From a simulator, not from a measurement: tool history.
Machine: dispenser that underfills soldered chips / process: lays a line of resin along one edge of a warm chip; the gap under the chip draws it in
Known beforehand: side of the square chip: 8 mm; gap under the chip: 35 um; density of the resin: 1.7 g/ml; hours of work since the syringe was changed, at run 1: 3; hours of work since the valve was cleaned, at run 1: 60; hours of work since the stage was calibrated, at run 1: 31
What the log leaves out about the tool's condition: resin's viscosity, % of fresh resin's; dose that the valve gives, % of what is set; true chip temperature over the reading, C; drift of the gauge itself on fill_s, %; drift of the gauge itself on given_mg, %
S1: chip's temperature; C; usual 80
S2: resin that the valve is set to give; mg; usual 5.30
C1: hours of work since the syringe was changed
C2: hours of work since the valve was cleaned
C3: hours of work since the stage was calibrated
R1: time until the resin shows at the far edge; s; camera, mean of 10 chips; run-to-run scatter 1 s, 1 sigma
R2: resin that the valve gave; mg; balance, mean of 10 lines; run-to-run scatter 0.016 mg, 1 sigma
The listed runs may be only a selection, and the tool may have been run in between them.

Run 1, hour 0.0: usual settings; C1 3; C2 60; C3 31. Result: R1 108.9 s, R2 5.18 mg.
Run 2, hour 2.3: usual settings but S1 87 C; C1 5; C2 62; C3 33. Result: R1 93.6 s, R2 5.18 mg.
At hour 3.3: new syringe of resin.
Run 3, hour 6.1: usual settings but S1 87 C; C1 2; C2 65; C3 36. Result: R1 84.7 s, R2 5.18 mg.
Run 4, hour 8.3: usual settings but S1 87 C; C1 4; C2 66; C3 37. Result: R1 92.8 s, R2 5.18 mg.
At hour 10.3: new syringe of resin.
Run 5, hour 12.7: usual settings but S1 87 C; C1 2; C2 70; C3 41. Result: R1 83.3 s, R2 5.16 mg.
Run 6, hour 15.3: usual settings but S1 72 C; C1 4; C2 72; C3 43. Result: R1 154.4 s, R2 5.14 mg.
At hour 17.2: new syringe of resin.
Run 7, hour 20.4: usual settings but S1 72 C; C1 3; C2 76; C3 47. Result: R1 142.3 s, R2 5.17 mg.
At hour 24.0: new syringe of resin.
Run 8, hour 24.3: usual settings but S2 5.40 mg; C1 0; C2 78; C3 49. Result: R1 97.2 s, R2 5.24 mg.
Run 9, hour 28.3: usual settings; C1 3; C2 82; C3 53. Result: R1 113.7 s, R2 5.12 mg.
At hour 30.9: new syringe of resin.
Run 10, hour 33.2: usual settings; C1 2; C2 85; C3 56. Result: R1 103.7 s, R2 5.11 mg.
Run 11, hour 37.3: usual settings; C1 5; C2 89; C3 59. Result: R1 123.4 s, R2 5.11 mg.
At hour 37.8: new syringe of resin.
Run 12, hour 42.0: usual settings; C1 3; C2 92; C3 63. Result: R1 111.3 s, R2 5.14 mg.
At hour 44.7: new syringe of resin.
Run 13, hour 44.7: usual settings but S1 85 C, S2 6.68 mg; C1 0; C2 94; C3 65. Result: R1 79.6 s, R2 6.42 mg.
Run 14, hour 49.7: usual settings but S1 85 C, S2 6.68 mg; C1 4; C2 98; C3 69. Result: R1 95.5 s, R2 6.41 mg.
At hour 51.8: new syringe of resin.
Run 15, hour 54.2: usual settings but S1 72 C; C1 2; C2 101; C3 72. Result: R1 140.0 s, R2 5.07 mg.
Run 16, hour 56.6: usual settings but S1 76 C; C1 4; C2 103; C3 74. Result: R1 133.0 s, R2 5.08 mg.
At hour 58.8: new syringe of resin.
At hour 60.1: dispensing valve cleaned and set on the balance.
Run 17, hour 62.5: usual settings but S1 93 C, S2 4.78 mg; C1 2; C2 2; C3 78. Result: R1 70.2 s, R2 4.80 mg.
Run 18, hour 65.7: usual settings but S2 4.55 mg; C1 5; C2 4; C3 80. Result: R1 122.6 s, R2 4.57 mg.
At hour 66.8: new syringe of resin.
Run 19, hour 70.8: usual settings but S1 85 C, S2 5.23 mg; C1 3; C2 8; C3 84. Result: R1 93.3 s, R2 5.27 mg.
At hour 73.6: new syringe of resin.
Run 20, hour 73.6: usual settings but S1 65 C, S2 5.09 mg; C1 0; C2 10; C3 86. Result: R1 165.3 s, R2 5.08 mg.
Run 21, hour 76.5: usual settings but S1 87 C, S2 4.61 mg; C1 2; C2 12; C3 88. Result: R1 86.6 s, R2 4.61 mg.
Run 22, hour 79.2: usual settings but S1 82 C, S2 4.94 mg; C1 4; C2 15; C3 90. Result: R1 112.6 s, R2 4.92 mg.
At hour 80.6: new syringe of resin.
Run 23, hour 83.9: usual settings but S1 74 C, S2 6.36 mg; C1 3; C2 18; C3 94. Result: R1 130.0 s, R2 6.31 mg.
At hour 87.6: new syringe of resin.
Run 24, hour 88.5: usual settings but S1 69 C, S2 5.71 mg; C1 1; C2 22; C3 97. Result: R1 144.4 s, R2 5.66 mg.

Alternative continuations, all from the tool just after run 24; predict every row:
Run A, hour 93.4: usual settings but S1 66 C, S2 6.43 mg; C1 5; C2 25; C3 101. Result: R1 ?, R2 ?.
Run B, hour 93.4: usual settings but S1 69 C, S2 4.50 mg; C1 5; C2 25; C3 101. Result: R1 ?, R2 ?.
Run C, hour 93.4: usual settings but S1 71 C, S2 5.84 mg; C1 5; C2 25; C3 101. Result: R1 ?, R2 ?.

run     R1    R2
  A  186.9  6.39
  B  181.6  4.46
  C  158.9  5.82
What these runs would have given with no unlogged condition in the tool:
run     R1    R2
  A  152.2  6.44
  B  147.3  4.49
  C  129.3  5.86

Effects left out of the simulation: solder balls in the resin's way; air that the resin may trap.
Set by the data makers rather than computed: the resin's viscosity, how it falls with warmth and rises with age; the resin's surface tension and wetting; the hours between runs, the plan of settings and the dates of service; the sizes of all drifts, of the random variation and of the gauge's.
